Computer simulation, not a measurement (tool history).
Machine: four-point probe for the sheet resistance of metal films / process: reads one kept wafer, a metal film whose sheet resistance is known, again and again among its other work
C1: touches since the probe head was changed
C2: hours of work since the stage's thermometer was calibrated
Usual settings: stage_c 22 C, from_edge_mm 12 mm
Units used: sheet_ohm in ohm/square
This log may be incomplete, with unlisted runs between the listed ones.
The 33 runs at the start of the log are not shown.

run 34 hour=1066.5 | stage_c=27 from_edge_mm=8 | C1=54220 C2=468 | sheet_ohm=0.364445
run 35 hour=1102.6 | stage_c=27 from_edge_mm=6 | C1=55255 C2=494 | sheet_ohm=0.365442
run 36 hour=1148.9 | stage_c=20 from_edge_mm=14 | C1=56583 C2=528 | sheet_ohm=0.363571
run 37 hour=1195.4 | stage_c=30 from_edge_mm=42 | C1=57917 C2=561 | sheet_ohm=0.363418
run 38 hour=1234 | stage_c=31 from_edge_mm=14 | C1=59025 C2=589 | sheet_ohm=0.363895
run 39 hour=1280.2 | stage_c=31 from_edge_mm=14 | C1=60351 C2=622 | sheet_ohm=0.363935
run 40 hour=1317.1 | stage_c=31 from_edge_mm=14 | C1=61409 C2=649 | sheet_ohm=0.363994
run 41 hour=1352.4 | stage_c=24 from_edge_mm=19 | C1=62422 C2=674 | sheet_ohm=0.363684
run 42 hour=1380.5 | stage_c=24 from_edge_mm=6 | C1=63229 C2=695 | sheet_ohm=0.36575
run 43 hour=1403.3 | stage_c=32 from_edge_mm=20 | C1=63882 C2=711 | sheet_ohm=0.363899
run 44 hour=1450.3 | stage_c=32 from_edge_mm=20 | C1=65230 C2=745 | sheet_ohm=0.363724

Here are 3 independent what-if runs from the current tool condition. What would each one return?
run A hour=1481.1 | stage_c=21 from_edge_mm=22 | C1=66114 C2=767 | sheet_ohm=?
run B hour=1481.1 | stage_c=30 from_edge_mm=5 | C1=66114 C2=767 | sheet_ohm=?
run C hour=1481.1 | stage_c=20 from_edge_mm=20 | C1=66114 C2=767 | sheet_ohm=?

run=A sheet_ohm=0.363949
run=B sheet_ohm=0.366969
run=C sheet_ohm=0.363874
Without the tool's unlogged condition, the same runs would have read:
run=A sheet_ohm=0.363617
run=B sheet_ohm=0.366632
run=C sheet_ohm=0.363543
